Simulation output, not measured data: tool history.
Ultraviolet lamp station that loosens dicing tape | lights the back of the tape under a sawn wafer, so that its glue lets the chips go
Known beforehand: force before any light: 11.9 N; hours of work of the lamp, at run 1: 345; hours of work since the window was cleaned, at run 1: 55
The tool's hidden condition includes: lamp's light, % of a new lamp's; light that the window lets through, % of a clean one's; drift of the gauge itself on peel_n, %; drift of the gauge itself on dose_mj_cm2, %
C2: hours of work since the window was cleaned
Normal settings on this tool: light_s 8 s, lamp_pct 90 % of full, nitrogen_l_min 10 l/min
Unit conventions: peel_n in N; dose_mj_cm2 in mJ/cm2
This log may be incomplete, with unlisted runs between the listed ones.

Run 1, day 0.000: usual settings; hours of work of the lamp 345; C2 55. Result: peel_n 0.819 N, dose_mj_cm2 424 mJ/cm2.
Run 2, day 1.438: usual settings; hours of work of the lamp 371; C2 81. Result: peel_n 0.830 N, dose_mj_cm2 417 mJ/cm2.
Run 3, day 3.525: usual settings; hours of work of the lamp 408; C2 118. Result: peel_n 0.903 N, dose_mj_cm2 408 mJ/cm2.
Run 4, day 4.629: usual settings; hours of work of the lamp 428; C2 138. Result: peel_n 0.919 N, dose_mj_cm2 402 mJ/cm2.
Run 5, day 5.742: usual settings; hours of work of the lamp 448; C2 158. Result: peel_n 0.932 N, dose_mj_cm2 403 mJ/cm2.
Run 6, day 7.450: usual settings; hours of work of the lamp 479; C2 189. Result: peel_n 0.985 N, dose_mj_cm2 393 mJ/cm2.
Run 7, day 8.438: usual settings but lamp_pct 76 % of full; hours of work of the lamp 497; C2 207. Result: peel_n 1.508 N, dose_mj_cm2 329 mJ/cm2.
Run 8, day 9.625: usual settings but lamp_pct 76 % of full; hours of work of the lamp 519; C2 229. Result: peel_n 1.451 N, dose_mj_cm2 325 mJ/cm2.
At day 10.117: window cleaned of glue's vapour.
Run 9, day 11.679: usual settings; hours of work of the lamp 555; C2 28. Result: peel_n 1.214 N, dose_mj_cm2 360 mJ/cm2.
Run 10, day 13.162: usual settings but light_s 5 s; hours of work of the lamp 582; C2 55. Result: peel_n 2.873 N, dose_mj_cm2 217 mJ/cm2.
Run 11, day 14.717: usual settings but lamp_pct 87 % of full; hours of work of the lamp 610; C2 83. Result: peel_n 1.421 N, dose_mj_cm2 331 mJ/cm2.
Run 12, day 16.583: usual settings but lamp_pct 87 % of full; hours of work of the lamp 644; C2 117. Result: peel_n 1.416 N, dose_mj_cm2 324 mJ/cm2.
Run 13, day 18.067: usual settings but lamp_pct 87 % of full; hours of work of the lamp 671; C2 144. Result: peel_n 1.521 N, dose_mj_cm2 328 mJ/cm2.
Run 14, day 20.112: usual settings but lamp_pct 87 % of full; hours of work of the lamp 708; C2 181. Result: peel_n 1.534 N, dose_mj_cm2 319 mJ/cm2.
At day 20.525: window cleaned of glue's vapour, once more.
Run 15, day 21.938: usual settings but light_s 7 s, lamp_pct 77 % of full, nitrogen_l_min 15 l/min; hours of work of the lamp 741; C2 26. Result: peel_n 1.312 N, dose_mj_cm2 299 mJ/cm2.
Run 16, day 23.338: usual settings but light_s 6 s, lamp_pct 76 % of full, nitrogen_l_min 5 l/min; hours of work of the lamp 766; C2 51. Result: peel_n 3.328 N, dose_mj_cm2 251 mJ/cm2.
Run 17, day 25.050: usual settings but light_s 6 s, lamp_pct 76 % of full, nitrogen_l_min 6 l/min; hours of work of the lamp 797; C2 82. Result: peel_n 3.281 N, dose_mj_cm2 246 mJ/cm2.
Run 18, day 26.258: usual settings but light_s 15 s, lamp_pct 89 % of full, nitrogen_l_min 6 l/min; hours of work of the lamp 819; C2 104. Result: peel_n 0.360 N, dose_mj_cm2 712 mJ/cm2.
Run 19, day 27.208: usual settings but light_s 15 s, lamp_pct 89 % of full, nitrogen_l_min 6 l/min; hours of work of the lamp 836; C2 121. Result: peel_n 0.379 N, dose_mj_cm2 704 mJ/cm2.
Run 20, day 29.112: usual settings but light_s 15 s; hours of work of the lamp 870; C2 155. Result: peel_n 0.239 N, dose_mj_cm2 703 mJ/cm2.
Run 21, day 30.188: usual settings but light_s 11 s, nitrogen_l_min 7 l/min; hours of work of the lamp 890; C2 175. Result: peel_n 0.752 N, dose_mj_cm2 509 mJ/cm2.
Run 22, day 32.017: usual settings but light_s 5 s, lamp_pct 99 % of full, nitrogen_l_min 7 l/min; hours of work of the lamp 923; C2 208. Result: peel_n 2.802 N, dose_mj_cm2 251 mJ/cm2.
Run 23, day 32.879: usual settings but lamp_pct 80 % of full; hours of work of the lamp 938; C2 223. Result: peel_n 1.498 N, dose_mj_cm2 322 mJ/cm2.
At day 33.671: window cleaned of glue's vapour.
Run 24, day 34.400: usual settings but light_s 4 s, lamp_pct 91 % of full, nitrogen_l_min 3 l/min; hours of work of the lamp 965; C2 13. Result: peel_n 5.426 N, dose_mj_cm2 197 mJ/cm2.
Run 25, day 36.262: usual settings but nitrogen_l_min 19 l/min; hours of work of the lamp 999; C2 47. Result: peel_n 0.634 N, dose_mj_cm2 380 mJ/cm2.
Run 26, day 37.212: usual settings but light_s 9 s, nitrogen_l_min 4 l/min; hours of work of the lamp 1016; C2 64. Result: peel_n 1.734 N, dose_mj_cm2 428 mJ/cm2.
Run 27, day 38.792: usual settings but light_s 9 s, nitrogen_l_min 4 l/min; hours of work of the lamp 1045; C2 93. Result: peel_n 1.811 N, dose_mj_cm2 423 mJ/cm2.
Run 28, day 39.800: usual settings but nitrogen_l_min 6 l/min; hours of work of the lamp 1063; C2 111. Result: peel_n 1.723 N, dose_mj_cm2 368 mJ/cm2.

What if the next run were any one of these 3? Each begins from the tool's condition after run 28:
Run A, day 41.042: usual settings but light_s 12 s, lamp_pct 93 % of full, nitrogen_l_min 5 l/min; hours of work of the lamp 1086; C2 133. Result: peel_n ?, dose_mj_cm2 ?.
Run B, day 41.042: usual settings but lamp_pct 78 % of full; hours of work of the lamp 1086; C2 133. Result: peel_n ?, dose_mj_cm2 ?.
Run C, day 41.042: usual settings but lamp_pct 62 % of full; hours of work of the lamp 1086; C2 133. Result: peel_n ?, dose_mj_cm2 ?.

run  peel_n  dose_mj_cm2
  A   0.792          564
  B   1.539          317
  C   2.345          248
Stripped of hidden state, with their random variation kept, the same runs would have yielded:
run  peel_n  dose_mj_cm2
  A   0.447          710
  B   0.946          400
  C   1.564          314
